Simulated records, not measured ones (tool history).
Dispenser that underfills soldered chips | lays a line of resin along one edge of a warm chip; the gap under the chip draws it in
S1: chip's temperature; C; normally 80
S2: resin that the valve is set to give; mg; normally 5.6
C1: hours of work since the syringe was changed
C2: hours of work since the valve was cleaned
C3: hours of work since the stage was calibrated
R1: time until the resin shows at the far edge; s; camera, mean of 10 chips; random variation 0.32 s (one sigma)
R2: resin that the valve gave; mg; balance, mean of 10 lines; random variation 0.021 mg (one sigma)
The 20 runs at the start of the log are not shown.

{"hour": 95.6, "done": "new syringe of resin"}
{"run": 21, "hour": 95.6, "S1": 66, "S2": 6.93, "C1": 0, "C2": 4, "C3": 168, "R1": 19, "R2": 6.94}
{"run": 22, "hour": 101.3, "S1": 91, "S2": 4.93, "C1": 4, "C2": 8, "C3": 172, "R1": 10.1, "R2": 4.9}
{"hour": 105.3, "done": "new syringe of resin"}
{"run": 23, "hour": 106.6, "S1": 70, "S2": 5.89, "C1": 1, "C2": 12, "C3": 176, "R1": 17.2, "R2": 5.86}
{"run": 24, "hour": 111.1, "S1": 85, "S2": 6.95, "C1": 5, "C2": 16, "C3": 180, "R1": 11.7, "R2": 6.87}
{"hour": 115.1, "done": "new syringe of resin"}
{"run": 25, "hour": 115.5, "S1": 82, "S2": 6.48, "C1": 0, "C2": 19, "C3": 183, "R1": 10.4, "R2": 6.43}
{"run": 26, "hour": 122.1, "S1": 89, "S2": 5.77, "C1": 6, "C2": 24, "C3": 188, "R1": 11, "R2": 5.68}
{"hour": 124.9, "done": "new syringe of resin"}
{"run": 27, "hour": 127.6, "S1": 93, "S2": 5.61, "C1": 2, "C2": 28, "C3": 192, "R1": 7.5, "R2": 5.52}
{"run": 28, "hour": 133.1, "S1": 93, "S2": 5.61, "C1": 6, "C2": 32, "C3": 196, "R1": 10, "R2": 5.51}
{"hour": 134.6, "done": "new syringe of resin"}
{"run": 29, "hour": 139.9, "S1": 85, "S2": 4.93, "C1": 4, "C2": 37, "C3": 201, "R1": 12.4, "R2": 4.85}
{"hour": 144.2, "done": "new syringe of resin"}
{"run": 30, "hour": 144.9, "S1": 85, "S2": 5.77, "C1": 1, "C2": 41, "C3": 205, "R1": 8.8, "R2": 5.67}
{"run": 31, "hour": 151.0, "S1": 85, "S2": 5.77, "C1": 5, "C2": 46, "C3": 210, "R1": 12.9, "R2": 5.6}
{"hour": 153.9, "done": "new syringe of resin"}
{"run": 32, "hour": 158.2, "S1": 72, "S2": 5.6, "C1": 3, "C2": 51, "C3": 215, "R1": 18.3, "R2": 5.42}
{"run": 33, "hour": 162.1, "S1": 75, "S2": 5.91, "C1": 6, "C2": 54, "C3": 218, "R1": 19.8, "R2": 5.74}

Consider 4 possible next runs. They are alternatives, not a sequence: every one starts from the tool as it was left by run 33. What does each give?
{"hour": 163.5, "done": "new syringe of resin"}
{"run": "A", "hour": 168.0, "S1": 80, "S2": 5.82, "C1": 4, "C2": 59, "C3": 223, "R1": "?", "R2": "?"}
{"hour": 163.5, "done": "new syringe of resin"}
{"run": "B", "hour": 168.0, "S1": 92, "S2": 6.12, "C1": 4, "C2": 59, "C3": 223, "R1": "?", "R2": "?"}
{"hour": 163.5, "done": "new syringe of resin"}
{"run": "C", "hour": 168.0, "S1": 69, "S2": 4.97, "C1": 4, "C2": 59, "C3": 223, "R1": "?", "R2": "?"}
{"hour": 163.5, "done": "new syringe of resin"}
{"run": "D", "hour": 168.0, "S1": 70, "S2": 5.43, "C1": 4, "C2": 59, "C3": 223, "R1": "?", "R2": "?"}

run=A R1=13.6 R2=5.65
run=B R1=8.6 R2=5.93
run=C R1=21.7 R2=4.84
run=D R1=21.1 R2=5.24
Without the tool's unlogged condition, the same runs would have read:
run=A R1=11.1 R2=5.83
run=B R1=7.1 R2=6.13
run=C R1=17.7 R2=5
run=D R1=17.4 R2=5.42

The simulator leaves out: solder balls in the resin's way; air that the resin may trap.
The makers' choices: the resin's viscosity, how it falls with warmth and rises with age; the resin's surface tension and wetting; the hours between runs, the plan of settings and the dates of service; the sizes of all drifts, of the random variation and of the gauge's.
